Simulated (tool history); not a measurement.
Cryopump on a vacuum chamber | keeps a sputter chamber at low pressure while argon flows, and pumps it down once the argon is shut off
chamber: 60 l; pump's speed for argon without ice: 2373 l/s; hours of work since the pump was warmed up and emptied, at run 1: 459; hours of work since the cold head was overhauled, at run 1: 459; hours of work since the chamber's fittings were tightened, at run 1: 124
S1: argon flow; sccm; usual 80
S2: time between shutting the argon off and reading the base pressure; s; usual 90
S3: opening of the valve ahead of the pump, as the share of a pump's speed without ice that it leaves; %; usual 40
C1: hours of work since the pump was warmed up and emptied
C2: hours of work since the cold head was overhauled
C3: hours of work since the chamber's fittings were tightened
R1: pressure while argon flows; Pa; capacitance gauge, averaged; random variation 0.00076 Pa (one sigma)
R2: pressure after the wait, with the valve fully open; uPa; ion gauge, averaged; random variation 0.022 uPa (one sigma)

run   hour   S1   S2  S3   C1   C2   C3      R1    R2
  1    0.0   80   90  40  459  459  124  0.1520  0.84
  2   42.6   80   90  40  477  477  142  0.1531  0.80
  3   91.3   80   90  40  497  497  162  0.1550  0.81
  4  146.8   80   90  40  519  519  185  0.1554  0.84
  5  200.8   80   90  40  541  541  207  0.1547  0.84
  6  241.8   80   90  40  558  558  223  0.1536  0.87
  7  297.6   80   90  40  581  581  246  0.1551  0.90
  8  350.1   80   90  40  603  603  268  0.1560  0.89
  9  397.7   80   90  40  622  622  287  0.1550  0.94
 10  436.4   80   92  30  638  638  303  0.2043  0.92
 11  481.7   80  234  40  657  657  322  0.1567  0.58
 12  521.6  136  234  40  673  673  338  0.2679  0.58
 13  567.8  136  234  40  692  692  357  0.2667  0.60

4 ways to go on from here, each from the tool as it stands after run 13. What would each give?
  A  613.6  136  234  50  711  711  376   ?   ?
  B  613.6   33   29  25  711  711  376   ?   ?
  C  613.6   80   26  40  711  711  376   ?   ?
  D  613.6  143   42  16  711  711  376   ?   ?

run      R1    R2
  A  0.2207  0.62
  B  0.1003  2.22
  C  0.1573  2.39
  D  0.6669  1.63
Without the tool's hidden state the same runs would have given:
run      R1    R2
  A  0.1944  0.34
  B  0.0940  1.92
  C  0.1418  2.10
  D  0.6392  1.34

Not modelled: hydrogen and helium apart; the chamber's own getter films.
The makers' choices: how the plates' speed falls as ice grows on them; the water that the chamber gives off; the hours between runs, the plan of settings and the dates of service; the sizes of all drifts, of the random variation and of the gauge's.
